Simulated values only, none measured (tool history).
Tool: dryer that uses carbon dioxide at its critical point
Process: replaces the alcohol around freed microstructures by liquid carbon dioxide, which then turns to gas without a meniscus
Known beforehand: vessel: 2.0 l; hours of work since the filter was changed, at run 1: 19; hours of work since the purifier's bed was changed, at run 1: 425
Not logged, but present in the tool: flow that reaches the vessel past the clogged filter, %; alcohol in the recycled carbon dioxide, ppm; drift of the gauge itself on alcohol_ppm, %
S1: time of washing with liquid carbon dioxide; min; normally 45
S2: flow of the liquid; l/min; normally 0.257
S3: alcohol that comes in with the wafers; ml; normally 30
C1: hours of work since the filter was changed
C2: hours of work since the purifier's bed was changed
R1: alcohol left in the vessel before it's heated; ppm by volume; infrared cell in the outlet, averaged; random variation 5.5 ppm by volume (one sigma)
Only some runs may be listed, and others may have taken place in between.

| run | hour | S1 | S2 | S3 | C1 | C2 | R1 |
|---|---|---|---|---|---|---|---|
| 1 | 0 | 45 | 0.257 | 30 | 19 | 425 | 177 |
| 2 | 18.7 | 45 | 0.257 | 30 | 34 | 439 | 187 |
| 3 | 38.6 | 45 | 0.257 | 30 | 49 | 455 | 207 |
| 4 | 48.6 | 45 | 0.257 | 30 | 57 | 462 | 190 |
| 5 | 58.4 | 45 | 0.257 | 30 | 64 | 470 | 211 |
| 6 | 79.4 | 45 | 0.257 | 30 | 81 | 486 | 212 |
| 7 | 89.6 | 45 | 0.257 | 30 | 89 | 494 | 204 |
| 8 | 98.3 | 56 | 0.257 | 30 | 95 | 501 | 93 |
| 9 | 114 | 56 | 0.257 | 30 | 107 | 513 | 99 |
| 10 | 124.9 | 56 | 0.257 | 30 | 116 | 521 | 96 |
| 11 | 134.4 | 45 | 0.257 | 50 | 123 | 529 | 375 |
| 12 | 150.5 | 45 | 0.362 | 30 | 135 | 541 | 60 |
| 13 | 162.3 | 45 | 0.422 | 30 | 145 | 550 | 45 |
| 14 | 174.1 | 45 | 0.422 | 30 | 154 | 559 | 44 |
| 15 | 190.9 | 45 | 0.422 | 30 | 167 | 572 | 45 |
| 16 | 200.2 | 45 | 0.422 | 30 | 174 | 579 | 46 |
| 17 | 216.2 | 45 | 0.422 | 30 | 186 | 592 | 57 |
| 18 | 228.4 | 54 | 0.422 | 30 | 196 | 601 | 33 |
| 19 | 248.7 | 45 | 0.257 | 30 | 211 | 617 | 298 |
| 20 | 259.9 | 36 | 0.257 | 30 | 220 | 625 | 621 |
|  | 264.9 | inlet filter changed |
| 21 | 281.9 | 36 | 0.257 | 30 | 13 | 642 | 450 |
| 22 | 301.4 | 36 | 0.257 | 30 | 28 | 657 | 446 |
| 23 | 311.7 | 36 | 0.435 | 100 | 36 | 665 | 132 |
| 24 | 325.1 | 45 | 0.196 | 93 | 46 | 675 | 1640 |
| 25 | 344 | 45 | 0.235 | 56 | 61 | 689 | 549 |

For run 26, what comes out?
| 26 | 365.4 | 45 | 0.235 | 56 | 78 | 706 | ? |

R1: 568 ppm by volume
Were there no unlogged condition in the tool, this run, its random variation unchanged, would have produced R1 433 ppm by volume.

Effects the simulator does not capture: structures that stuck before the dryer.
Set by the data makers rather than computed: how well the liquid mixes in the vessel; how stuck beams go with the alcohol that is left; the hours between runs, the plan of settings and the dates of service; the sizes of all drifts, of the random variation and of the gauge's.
